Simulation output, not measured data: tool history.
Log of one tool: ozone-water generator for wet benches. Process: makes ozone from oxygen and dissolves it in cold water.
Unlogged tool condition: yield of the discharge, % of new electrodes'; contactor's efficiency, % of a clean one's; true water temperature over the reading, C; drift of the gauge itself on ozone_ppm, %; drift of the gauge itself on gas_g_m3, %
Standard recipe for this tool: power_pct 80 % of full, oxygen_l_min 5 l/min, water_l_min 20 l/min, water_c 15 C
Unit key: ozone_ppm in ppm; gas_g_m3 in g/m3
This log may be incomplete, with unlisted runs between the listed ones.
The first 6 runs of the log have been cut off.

run,day,power_pct,oxygen_l_min,water_l_min,water_c,hours of work since the electrodes were changed,hours of work since the contactor was cleaned,hours of work since the thermometer was calibrated,ozone_ppm,gas_g_m3
7,18.033,80,5,20,15,518,398,925,37.3,296.8
8,20.008,80,5,20,15,547,427,954,36.7,298.6
9,23.238,80,5,20,15,595,475,1002,36.4,294.2
10,26.108,80,5,20,15,638,518,1045,36.5,295.2
11,27.946,80,5,20,15,665,545,1072,36.9,296.5
12,30.179,56,5,20,15,698,578,1105,30.3,240.3
13,32.033,56,5,20,15,725,605,1132,29.8,240.2
14,35.154,56,5,20,15,771,651,1178,29.7,239.7
15,36.904,56,5,13,15,797,677,1204,41.2,239.7
16,39.417,80,5,15,15,834,714,1241,45.8,298.3
17,42.658,80,5,20,15,882,762,1289,36.9,295.6
18,45.033,76,4.15,13,15,917,797,1324,48.2,310.8
19,48.346,76,4.15,13,15,967,846,1373,47.7,312.7
20,50.679,76,4.15,27,12,1001,881,1408,27.5,313.2
21,53.033,61,4.15,27,9,1036,916,1443,24.6,277.7
22,56.438,61,4.15,27,9,1086,966,1493,24.5,275.9
# day 56.804: water thermometer calibrated
23,60.208,72,3.51,20,15,1142,1022,50,32.6,324.6

Run 24 has not been measured yet. What should we expect?
24,64.279,58,4.77,21,8,1202,1082,111,?,?

ozone_ppm: 31.8 ppm
gas_g_m3: 248.1 g/m3
Minus the tool's unlogged condition, the same run would have read ozone_ppm 32.5 ppm, gas_g_m3 252 g/m3.

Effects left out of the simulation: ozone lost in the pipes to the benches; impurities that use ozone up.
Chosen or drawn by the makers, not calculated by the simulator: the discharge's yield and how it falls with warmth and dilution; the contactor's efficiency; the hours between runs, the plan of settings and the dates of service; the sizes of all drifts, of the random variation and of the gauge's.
